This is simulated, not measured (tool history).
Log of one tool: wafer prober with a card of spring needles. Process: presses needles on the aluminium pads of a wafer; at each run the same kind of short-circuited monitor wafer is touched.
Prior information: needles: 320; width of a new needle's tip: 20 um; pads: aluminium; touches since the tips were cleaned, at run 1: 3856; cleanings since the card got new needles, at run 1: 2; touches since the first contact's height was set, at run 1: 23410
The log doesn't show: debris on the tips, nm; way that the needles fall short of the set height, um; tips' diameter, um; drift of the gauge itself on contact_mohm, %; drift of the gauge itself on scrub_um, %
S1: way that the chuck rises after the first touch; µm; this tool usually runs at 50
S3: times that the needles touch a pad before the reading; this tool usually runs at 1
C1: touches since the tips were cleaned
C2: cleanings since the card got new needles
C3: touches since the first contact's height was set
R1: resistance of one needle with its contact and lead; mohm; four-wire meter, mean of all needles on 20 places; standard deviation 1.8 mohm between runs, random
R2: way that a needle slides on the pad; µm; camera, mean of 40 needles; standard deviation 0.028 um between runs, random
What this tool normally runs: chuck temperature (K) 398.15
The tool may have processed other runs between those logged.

Run 1, hour 0: usual settings; C1 3856; C2 2; C3 23410. Result: R1 233 mohm, R2 11.65 µm.
Run 2, hour 6.8: usual settings but S3 2; C1 5081; C2 2; C3 24635. Result: R1 219 mohm, R2 11.62 µm.
Run 3, hour 12.5: usual settings but S3 2; C1 6107; C2 2; C3 25661. Result: R1 226 mohm, R2 11.63 µm.
Run 4, hour 19: usual settings; C1 7274; C2 2; C3 26828. Result: R1 253 mohm, R2 11.64 µm.
Run 5, hour 27.3: usual settings but S3 2; C1 8771; C2 2; C3 28325. Result: R1 230 mohm, R2 11.68 µm.
At hour 28.2: tips cleaned on abrasive film.
Run 6, hour 38.4: usual settings but S3 2; C1 1837; C2 3; C3 30309. Result: R1 206 mohm, R2 11.7 µm.
Run 7, hour 43.7: usual settings but S3 2; C1 2791; C2 3; C3 31263. Result: R1 216 mohm, R2 11.67 µm.
Run 8, hour 56.3: usual settings but S3 2; C1 5058; C2 3; C3 33530. Result: R1 222 mohm, R2 11.68 µm.
Run 9, hour 66.1: usual settings but S3 2; C1 6825; C2 3; C3 35297. Result: R1 226 mohm, R2 11.68 µm.
At hour 77.8: tips cleaned on abrasive film.
Run 10, hour 77.8: usual settings; C1 0; C2 4; C3 37368. Result: R1 186 mohm, R2 11.67 µm.
Run 11, hour 83.7: usual settings but S3 3; C1 1062; C2 4; C3 38430. Result: R1 192 mohm, R2 11.63 µm.
Run 12, hour 92.7: usual settings but S1 35 µm, S3 3; C1 2688; C2 4; C3 40056. Result: R1 223 mohm, R2 8.12 µm.
Run 13, hour 98.8: usual settings but S1 35 µm, S3 3; C1 3780; C2 4; C3 41148. Result: R1 234 mohm, R2 8.09 µm.
Run 14, hour 107.8: usual settings but S1 39 µm; C1 5403; C2 4; C3 42771. Result: R1 294 mohm, R2 9.05 µm.
Run 15, hour 117.3: usual settings; C1 7113; C2 4; C3 44481. Result: R1 258 mohm, R2 11.57 µm.
At hour 126.9: tips cleaned on abrasive film.
Run 16, hour 130.1: usual settings; C1 563; C2 5; C3 46764. Result: R1 199 mohm, R2 11.61 µm.
Run 17, hour 137.4: usual settings; C1 1885; C2 5; C3 48086. Result: R1 221 mohm, R2 11.62 µm.
Run 18, hour 150: usual settings; C1 4158; C2 5; C3 50359. Result: R1 240 mohm, R2 11.66 µm.
Run 19, hour 156: usual settings; C1 5236; C2 5; C3 51437. Result: R1 245 mohm, R2 11.62 µm.
Run 20, hour 162: usual settings but S1 52 µm, chuck temperature (K) 310.15, S3 2; C1 6306; C2 5; C3 52507. Result: R1 211 mohm, R2 12.08 µm.
Run 21, hour 173.9: usual settings but S1 64 µm, S3 2; C1 8449; C2 5; C3 54650. Result: R1 212 mohm, R2 14.93 µm.
At hour 176.4: tips cleaned on abrasive film.
Run 22, hour 181: usual settings but S1 64 µm, S3 2; C1 841; C2 6; C3 55919. Result: R1 186 mohm, R2 14.94 µm.
Run 23, hour 191.2: usual settings but S1 46 µm, chuck temperature (K) 300.15; C1 2671; C2 6; C3 57749. Result: R1 231 mohm, R2 10.68 µm.
Run 24, hour 197.5: usual settings but S1 46 µm, chuck temperature (K) 300.15, S3 2; C1 3814; C2 6; C3 58892. Result: R1 214 mohm, R2 10.75 µm.
Run 25, hour 203.1: usual settings but S1 33 µm, S3 2; C1 4811; C2 6; C3 59889. Result: R1 278 mohm, R2 7.59 µm.
Run 26, hour 210.9: usual settings but S1 33 µm, S3 2; C1 6223; C2 6; C3 61301. Result: R1 289 mohm, R2 7.63 µm.
Run 27, hour 219: usual settings but S1 33 µm, S3 2; C1 7673; C2 6; C3 62751. Result: R1 293 mohm, R2 7.66 µm.
At hour 226.1: tips cleaned on abrasive film.
Run 28, hour 231.4: usual settings but S1 33 µm, S3 2; C1 951; C2 7; C3 64965. Result: R1 234 mohm, R2 7.67 µm.
Run 29, hour 243.7: usual settings but S1 51 µm; C1 3166; C2 7; C3 67180. Result: R1 236 mohm, R2 11.82 µm.
Run 30, hour 252.2: usual settings but S1 51 µm; C1 4693; C2 7; C3 68707. Result: R1 246 mohm, R2 11.83 µm.
Run 31, hour 264.1: usual settings but S1 55 µm, chuck temperature (K) 298.15; C1 6844; C2 7; C3 70858. Result: R1 236 mohm, R2 12.76 µm.
Run 32, hour 270.3: usual settings but S1 65 µm, chuck temperature (K) 325.15; C1 7953; C2 7; C3 71967. Result: R1 218 mohm, R2 15.1 µm.
At hour 275.3: tips cleaned on abrasive film.
Run 33, hour 277: usual settings but S1 65 µm, chuck temperature (K) 325.15; C1 296; C2 8; C3 73149. Result: R1 176 mohm, R2 15.03 µm.

Alternative continuations, all from the tool just after run 33; predict every row:
Run A, hour 287.2: usual settings but S1 65 µm, chuck temperature (K) 383.15, S3 3; C1 2144; C2 8; C3 74997. Result: R1 ?, R2 ?.
Run B, hour 287.2: usual settings but chuck temperature (K) 346.15; C1 2144; C2 8; C3 74997. Result: R1 ?, R2 ?.
Run C, hour 287.2: usual settings but S1 38 µm, chuck temperature (K) 300.15; C1 2144; C2 8; C3 74997. Result: R1 ?, R2 ?.

run   R1     R2
  A  184   15.1
  B  225  11.57
  C  260   8.79
The same runs, with their run-to-run variation unchanged, on a tool lacking any hidden condition would have given:
run   R1     R2
  A  174  15.21
  B  176  11.68
  C  172    8.9
